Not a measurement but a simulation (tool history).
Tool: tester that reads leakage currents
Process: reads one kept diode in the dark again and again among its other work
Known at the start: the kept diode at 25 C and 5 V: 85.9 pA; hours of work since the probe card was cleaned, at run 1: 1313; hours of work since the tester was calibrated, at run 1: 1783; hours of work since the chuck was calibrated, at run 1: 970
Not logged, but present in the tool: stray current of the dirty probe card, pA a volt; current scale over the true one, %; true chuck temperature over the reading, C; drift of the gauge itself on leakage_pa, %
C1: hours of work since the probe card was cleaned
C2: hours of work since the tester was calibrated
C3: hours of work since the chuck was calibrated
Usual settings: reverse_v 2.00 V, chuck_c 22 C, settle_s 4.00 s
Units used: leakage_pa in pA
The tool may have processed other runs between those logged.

run 1 day=0.000 | reverse_v=2.00 chuck_c=22 settle_s=4.00 | C1=1313 C2=1783 C3=970 | leakage_pa=42.38
run 2 day=3.858 | reverse_v=2.00 chuck_c=22 settle_s=3.33 | C1=1359 C2=1829 C3=1017 | leakage_pa=41.89
run 3 day=8.562 | reverse_v=2.00 chuck_c=22 settle_s=3.33 | C1=1416 C2=1885 C3=1073 | leakage_pa=42.00
run 4 day=11.846 | reverse_v=4.05 chuck_c=22 settle_s=4.00 | C1=1455 C2=1924 C3=1112 | leakage_pa=57.68
run 5 day=14.954 | reverse_v=2.00 chuck_c=25 settle_s=4.00 | C1=1492 C2=1961 C3=1149 | leakage_pa=51.45
run 6 day=18.575 | reverse_v=4.35 chuck_c=22 settle_s=4.00 | C1=1535 C2=2004 C3=1192 | leakage_pa=59.37
-- day=20.662 probe card cleaned and baked
run 7 day=22.821 | reverse_v=2.00 chuck_c=22 settle_s=2.15 | C1=26 C2=2054 C3=1241 | leakage_pa=41.51
-- day=24.421 chuck's temperature calibrated
run 8 day=25.888 | reverse_v=2.00 chuck_c=22 settle_s=2.15 | C1=61 C2=2089 C3=17 | leakage_pa=47.43
run 9 day=30.621 | reverse_v=2.00 chuck_c=22 settle_s=0.40 | C1=118 C2=2146 C3=74 | leakage_pa=47.64
run 10 day=33.554 | reverse_v=2.00 chuck_c=22 settle_s=0.40 | C1=153 C2=2181 C3=109 | leakage_pa=47.38
run 11 day=38.483 | reverse_v=2.00 chuck_c=22 settle_s=0.40 | C1=212 C2=2240 C3=168 | leakage_pa=47.09
-- day=42.558 probe card cleaned and baked, once more
run 12 day=43.375 | reverse_v=2.00 chuck_c=23 settle_s=1.90 | C1=10 C2=2297 C3=225 | leakage_pa=47.97
run 13 day=47.342 | reverse_v=17.23 chuck_c=34 settle_s=3.27 | C1=57 C2=2344 C3=272 | leakage_pa=275.20
run 14 day=50.904 | reverse_v=11.97 chuck_c=50 settle_s=5.80 | C1=100 C2=2386 C3=315 | leakage_pa=681.86
run 15 day=55.579 | reverse_v=1.17 chuck_c=22 settle_s=2.50 | C1=155 C2=2442 C3=371 | leakage_pa=34.38
run 16 day=59.921 | reverse_v=1.17 chuck_c=56 settle_s=1.53 | C1=207 C2=2494 C3=422 | leakage_pa=353.98
run 17 day=63.171 | reverse_v=1.83 chuck_c=56 settle_s=4.07 | C1=246 C2=2533 C3=461 | leakage_pa=427.18
run 18 day=65.446 | reverse_v=1.83 chuck_c=40 settle_s=5.99 | C1=273 C2=2560 C3=488 | leakage_pa=151.44
run 19 day=68.683 | reverse_v=19.97 chuck_c=57 settle_s=4.00 | C1=312 C2=2599 C3=527 | leakage_pa=1291.40
run 20 day=70.892 | reverse_v=2.00 chuck_c=34 settle_s=1.38 | C1=338 C2=2625 C3=553 | leakage_pa=104.50
run 21 day=74.988 | reverse_v=2.00 chuck_c=34 settle_s=1.38 | C1=387 C2=2674 C3=602 | leakage_pa=102.94

Forecast each of these 3 alternatives for the next run:
run A day=78.521 | reverse_v=1.05 chuck_c=35 settle_s=4.00 | C1=429 C2=2716 C3=644 | leakage_pa=?
run B day=78.521 | reverse_v=2.00 chuck_c=34 settle_s=6.55 | C1=429 C2=2716 C3=644 | leakage_pa=?
run C day=78.521 | reverse_v=2.00 chuck_c=49 settle_s=1.54 | C1=429 C2=2716 C3=644 | leakage_pa=?

run=A leakage_pa=82.79
run=B leakage_pa=102.21
run=C leakage_pa=281.91
With the hidden condition removed and each run's random variation left untouched, the same runs would have given:
run=A leakage_pa=89.34
run=B leakage_pa=110.21
run=C leakage_pa=302.94
